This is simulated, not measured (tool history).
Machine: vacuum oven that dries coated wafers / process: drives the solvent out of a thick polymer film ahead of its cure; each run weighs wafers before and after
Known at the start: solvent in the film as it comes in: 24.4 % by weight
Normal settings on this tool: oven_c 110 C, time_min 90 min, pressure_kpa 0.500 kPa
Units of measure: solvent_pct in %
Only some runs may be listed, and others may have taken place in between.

Run 1, day 0.000: usual settings. Result: solvent_pct 1.64 %.
Run 2, day 0.521: usual settings. Result: solvent_pct 1.61 %.
Run 3, day 1.046: usual settings. Result: solvent_pct 1.60 %.
Run 4, day 1.529: usual settings but pressure_kpa 1.013 kPa. Result: solvent_pct 1.78 %.
Run 5, day 2.121: usual settings. Result: solvent_pct 1.61 %.
Run 6, day 2.683: usual settings. Result: solvent_pct 1.60 %.
Run 7, day 3.529: usual settings. Result: solvent_pct 1.58 %.
Run 8, day 4.146: usual settings. Result: solvent_pct 1.59 %.
Run 9, day 5.042: usual settings. Result: solvent_pct 1.59 %.
Run 10, day 5.971: usual settings but pressure_kpa 0.765 kPa. Result: solvent_pct 1.72 %.
Run 11, day 6.742: usual settings but oven_c 104 C, pressure_kpa 0.765 kPa. Result: solvent_pct 3.28 %.
Run 12, day 7.404: usual settings but oven_c 104 C, pressure_kpa 0.765 kPa. Result: solvent_pct 3.32 %.
Run 13, day 8.271: usual settings but oven_c 100 C. Result: solvent_pct 4.65 %.
Run 14, day 8.908: usual settings but oven_c 100 C. Result: solvent_pct 4.66 %.
Run 15, day 9.708: usual settings but oven_c 121 C. Result: solvent_pct 0.35 %.
Run 16, day 10.533: usual settings but oven_c 121 C. Result: solvent_pct 0.33 %.
Run 17, day 11.117: usual settings but oven_c 121 C. Result: solvent_pct 0.33 %.
Run 18, day 12.054: usual settings but time_min 65 min. Result: solvent_pct 3.06 %.
At day 12.196: oven's thermocouples calibrated.
Run 19, day 12.942: usual settings but time_min 65 min. Result: solvent_pct 2.69 %.
Run 20, day 13.612: usual settings but time_min 46 min. Result: solvent_pct 4.71 %.
Run 21, day 14.533: usual settings. Result: solvent_pct 1.40 %.
Run 22, day 15.162: usual settings but pressure_kpa 0.723 kPa. Result: solvent_pct 1.43 %.
Run 23, day 15.908: usual settings but pressure_kpa 0.723 kPa. Result: solvent_pct 1.44 %.
Run 24, day 16.542: usual settings but time_min 118 min, pressure_kpa 0.272 kPa. Result: solvent_pct 0.66 %.
Run 25, day 17.258: usual settings but oven_c 96 C, time_min 139 min, pressure_kpa 1.459 kPa. Result: solvent_pct 3.60 %.
At day 17.721: oven's thermocouples calibrated, once more.
Run 26, day 17.721: usual settings but oven_c 97 C, time_min 59 min, pressure_kpa 1.034 kPa. Result: solvent_pct 9.80 %.
Run 27, day 18.167: usual settings but oven_c 102 C. Result: solvent_pct 4.46 %.
Run 28, day 18.558: usual settings but pressure_kpa 0.356 kPa. Result: solvent_pct 1.86 %.
Run 29, day 18.942: usual settings but oven_c 102 C, time_min 56 min, pressure_kpa 1.626 kPa. Result: solvent_pct 8.14 %.
Run 30, day 19.796: usual settings but oven_c 102 C, time_min 56 min, pressure_kpa 1.626 kPa. Result: solvent_pct 8.15 %.
Run 31, day 20.667: usual settings but oven_c 103 C, pressure_kpa 0.562 kPa. Result: solvent_pct 4.12 %.
Run 32, day 21.475: usual settings but oven_c 103 C, pressure_kpa 0.562 kPa. Result: solvent_pct 4.11 %.
Run 33, day 22.367: usual settings but oven_c 97 C, pressure_kpa 0.316 kPa. Result: solvent_pct 6.42 %.
Run 34, day 23.038: usual settings but oven_c 98 C, time_min 147 min, pressure_kpa 0.473 kPa. Result: solvent_pct 3.02 %.
Run 35, day 23.742: usual settings but oven_c 107 C, time_min 134 min. Result: solvent_pct 1.18 %.
Run 36, day 24.162: usual settings but oven_c 107 C, time_min 134 min. Result: solvent_pct 1.19 %.
Run 37, day 25.033: usual settings but oven_c 107 C, time_min 134 min. Result: solvent_pct 1.18 %.
Run 38, day 25.946: usual settings but oven_c 107 C, time_min 134 min. Result: solvent_pct 1.22 %.
Run 39, day 26.721: usual settings but time_min 101 min, pressure_kpa 1.507 kPa. Result: solvent_pct 1.85 %.
Run 40, day 27.475: usual settings but time_min 101 min, pressure_kpa 1.507 kPa. Result: solvent_pct 1.85 %.
Run 41, day 27.925: usual settings but oven_c 100 C, time_min 118 min, pressure_kpa 0.948 kPa. Result: solvent_pct 3.73 %.
Run 42, day 28.450: usual settings but oven_c 100 C, time_min 118 min, pressure_kpa 0.948 kPa. Result: solvent_pct 3.76 %.
Run 43, day 29.025: usual settings but oven_c 108 C, time_min 118 min, pressure_kpa 0.996 kPa. Result: solvent_pct 1.57 %.
Run 44, day 29.446: usual settings but oven_c 108 C, time_min 118 min, pressure_kpa 0.996 kPa. Result: solvent_pct 1.57 %.
Run 45, day 29.996: usual settings but oven_c 104 C, time_min 60 min, pressure_kpa 1.623 kPa. Result: solvent_pct 6.77 %.
Run 46, day 30.812: usual settings but oven_c 103 C, time_min 84 min. Result: solvent_pct 4.40 %.

5 ways to go on from here, each from the tool as it stands after run 46. What would each give?
Run A, day 31.575: usual settings but oven_c 106 C, time_min 74 min, pressure_kpa 1.109 kPa. Result: solvent_pct ?.
Run B, day 31.575: usual settings but oven_c 119 C, pressure_kpa 1.061 kPa. Result: solvent_pct ?.
Run C, day 31.575: usual settings but oven_c 103 C, time_min 79 min. Result: solvent_pct ?.
Run D, day 31.575: usual settings but oven_c 106 C, time_min 116 min. Result: solvent_pct ?.
Run E, day 31.575: usual settings but oven_c 97 C, time_min 98 min, pressure_kpa 1.281 kPa. Result: solvent_pct ?.

run  solvent_pct
  A         4.29
  B         0.73
  C         4.81
  D         1.82
  E         6.26
With no hidden state in the tool, these same runs would have given:
run  solvent_pct
  A         4.32
  B         0.66
  C         4.84
  D         1.78
  E         6.29
